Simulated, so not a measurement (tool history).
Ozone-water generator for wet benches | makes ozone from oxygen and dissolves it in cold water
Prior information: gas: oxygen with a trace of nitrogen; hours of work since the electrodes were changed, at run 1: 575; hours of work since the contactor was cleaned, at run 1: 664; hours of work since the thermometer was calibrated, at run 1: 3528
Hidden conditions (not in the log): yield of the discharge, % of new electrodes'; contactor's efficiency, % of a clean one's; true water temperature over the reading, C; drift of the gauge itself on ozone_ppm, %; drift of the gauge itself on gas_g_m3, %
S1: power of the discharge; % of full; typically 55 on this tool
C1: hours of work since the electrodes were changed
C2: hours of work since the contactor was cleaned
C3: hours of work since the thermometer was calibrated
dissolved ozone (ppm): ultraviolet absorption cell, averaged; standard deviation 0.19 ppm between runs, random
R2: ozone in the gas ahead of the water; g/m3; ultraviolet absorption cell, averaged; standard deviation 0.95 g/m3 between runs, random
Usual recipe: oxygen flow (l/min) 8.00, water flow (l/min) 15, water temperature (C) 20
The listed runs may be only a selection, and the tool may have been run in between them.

run 1 day=0.000 | S1=55 oxygen_flow_(l/min)=8.00 water_flow_(l/min)=15 water_temperature_(C)=20 | C1=575 C2=664 C3=3528 | dissolved_ozone_(ppm)=26.3 R2=164.1
run 2 day=0.575 | S1=80 oxygen_flow_(l/min)=8.00 water_flow_(l/min)=15 water_temperature_(C)=20 | C1=584 C2=674 C3=3538 | dissolved_ozone_(ppm)=37.5 R2=228.7
run 3 day=1.512 | S1=55 oxygen_flow_(l/min)=8.00 water_flow_(l/min)=10 water_temperature_(C)=20 | C1=600 C2=690 C3=3554 | dissolved_ozone_(ppm)=32.8 R2=163.3
run 4 day=2.371 | S1=55 oxygen_flow_(l/min)=8.00 water_flow_(l/min)=15 water_temperature_(C)=17 | C1=615 C2=704 C3=3569 | dissolved_ozone_(ppm)=28.4 R2=162.8
run 5 day=3.312 | S1=55 oxygen_flow_(l/min)=8.00 water_flow_(l/min)=15 water_temperature_(C)=17 | C1=631 C2=720 C3=3584 | dissolved_ozone_(ppm)=28.3 R2=164.6
run 6 day=3.875 | S1=55 oxygen_flow_(l/min)=8.00 water_flow_(l/min)=15 water_temperature_(C)=20 | C1=640 C2=730 C3=3594 | dissolved_ozone_(ppm)=26.4 R2=163.3
run 7 day=5.033 | S1=58 oxygen_flow_(l/min)=8.00 water_flow_(l/min)=20 water_temperature_(C)=21 | C1=660 C2=750 C3=3614 | dissolved_ozone_(ppm)=21.8 R2=174.0
run 8 day=6.217 | S1=42 oxygen_flow_(l/min)=7.94 water_flow_(l/min)=11 water_temperature_(C)=14 | C1=680 C2=770 C3=3634 | dissolved_ozone_(ppm)=28.3 R2=127.7
run 9 day=6.912 | S1=76 oxygen_flow_(l/min)=8.00 water_flow_(l/min)=9 water_temperature_(C)=20 | C1=692 C2=781 C3=3646 | dissolved_ozone_(ppm)=45.5 R2=218.8
run 10 day=8.050 | S1=43 oxygen_flow_(l/min)=11.44 water_flow_(l/min)=17 water_temperature_(C)=17 | C1=711 C2=801 C3=3665 | dissolved_ozone_(ppm)=19.5 R2=110.7
run 11 day=8.629 | S1=61 oxygen_flow_(l/min)=4.65 water_flow_(l/min)=12 water_temperature_(C)=14 | C1=721 C2=811 C3=3675 | dissolved_ozone_(ppm)=39.4 R2=236.1
run 12 day=9.746 | S1=61 oxygen_flow_(l/min)=4.65 water_flow_(l/min)=12 water_temperature_(C)=23 | C1=740 C2=830 C3=3694 | dissolved_ozone_(ppm)=33.2 R2=238.3

Had the tool no unlogged condition, and each run kept its random variation, what would the results have been?
run=1 R2=164.1
run=2 R2=228.4
run=3 R2=162.8
run=4 R2=162.1
run=5 R2=163.6
run=6 R2=162.2
run=7 R2=172.4
run=8 R2=126.2
run=9 R2=216.0
run=10 R2=109.1
run=11 R2=232.4
run=12 R2=234.1
dissolved ozone (ppm): as measured in every run.
